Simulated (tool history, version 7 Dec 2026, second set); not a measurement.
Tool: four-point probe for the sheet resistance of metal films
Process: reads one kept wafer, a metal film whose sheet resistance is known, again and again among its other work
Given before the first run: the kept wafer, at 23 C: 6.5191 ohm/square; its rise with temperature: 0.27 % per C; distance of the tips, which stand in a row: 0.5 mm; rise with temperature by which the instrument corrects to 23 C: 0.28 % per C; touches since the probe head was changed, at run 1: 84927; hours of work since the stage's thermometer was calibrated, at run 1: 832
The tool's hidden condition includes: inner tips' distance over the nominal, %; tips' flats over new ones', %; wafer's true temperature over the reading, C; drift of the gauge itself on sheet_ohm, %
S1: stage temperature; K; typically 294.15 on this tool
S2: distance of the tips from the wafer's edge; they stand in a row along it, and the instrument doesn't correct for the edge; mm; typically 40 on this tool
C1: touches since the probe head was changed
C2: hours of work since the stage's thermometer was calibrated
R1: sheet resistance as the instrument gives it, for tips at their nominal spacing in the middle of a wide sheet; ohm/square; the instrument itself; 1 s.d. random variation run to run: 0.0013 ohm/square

run,day,S1,S2,C1,C2,R1
1,0.000,294.15,40,84927,832,6.550258
2,1.329,294.15,40,86184,849,6.552691
3,3.162,294.15,40,87921,872,6.550456
4,4.467,294.15,40,89157,889,6.552830
5,5.604,294.15,40,90231,903,6.555236
6,7.246,307.15,40,91785,924,6.547653
7,8.271,307.15,40,92755,937,6.547283
8,9.983,294.15,40,94378,959,6.554410
9,11.146,294.15,40,95480,973,6.554971
10,12.279,294.15,40,96549,988,6.556355
11,13.758,294.15,40,97953,1007,6.557303
12,15.600,294.15,40,99693,1030,6.557978
13,16.479,294.15,40,100529,1041,6.558393
# day 16.642: new probe head fitted
14,17.971,307.15,40,1259,1060,6.538529
15,19.412,307.15,70,2624,1078,6.539618
16,20.546,295.15,40,3693,1092,6.546521
17,22.125,295.15,40,5188,1112,6.549704
18,23.533,307.15,4,6522,1130,6.594000
# day 23.721: stage's thermometer calibrated
19,25.100,307.15,4,7987,18,6.600841
20,26.533,307.15,4,9344,36,6.598939
21,28.062,307.15,4,10790,55,6.602618
22,29.162,300.15,62,11831,69,6.550083
23,30.217,296.15,3,12830,83,6.650141
24,31.675,301.15,5,14209,101,6.586910
# day 32.308: stage's thermometer calibrated, once more
25,32.442,301.15,5,14917,2,6.577253
26,33.375,294.15,28,15800,14,6.546605

How would selected steps in R1 from run to run divide? Give the signed amount a tool lacking its hidden state would still show from settings, what came in and random variation, and the signed amount left for the hidden state, including any gauge scatter that is not in both of the compared results.
Run 13 -> 14: S1 294.15 -> 307.15, new probe head fitted. R1 -0.019864 ohm/square: hidden state -0.014060, all else -0.005804.
Run 22 -> 23: S1 300.15 -> 296.15, S2 62 -> 3. R1 +0.100058 ohm/square: hidden state +0.001124, all else +0.098934.
Run 23 -> 24: S1 296.15 -> 301.15, S2 3 -> 5. R1 -0.063231 ohm/square: hidden state +0.000290, all else -0.063521.
Run 24 -> 25: stage's thermometer calibrated, once more. R1 -0.009657 ohm/square: hidden state -0.009077, all else -0.000580.
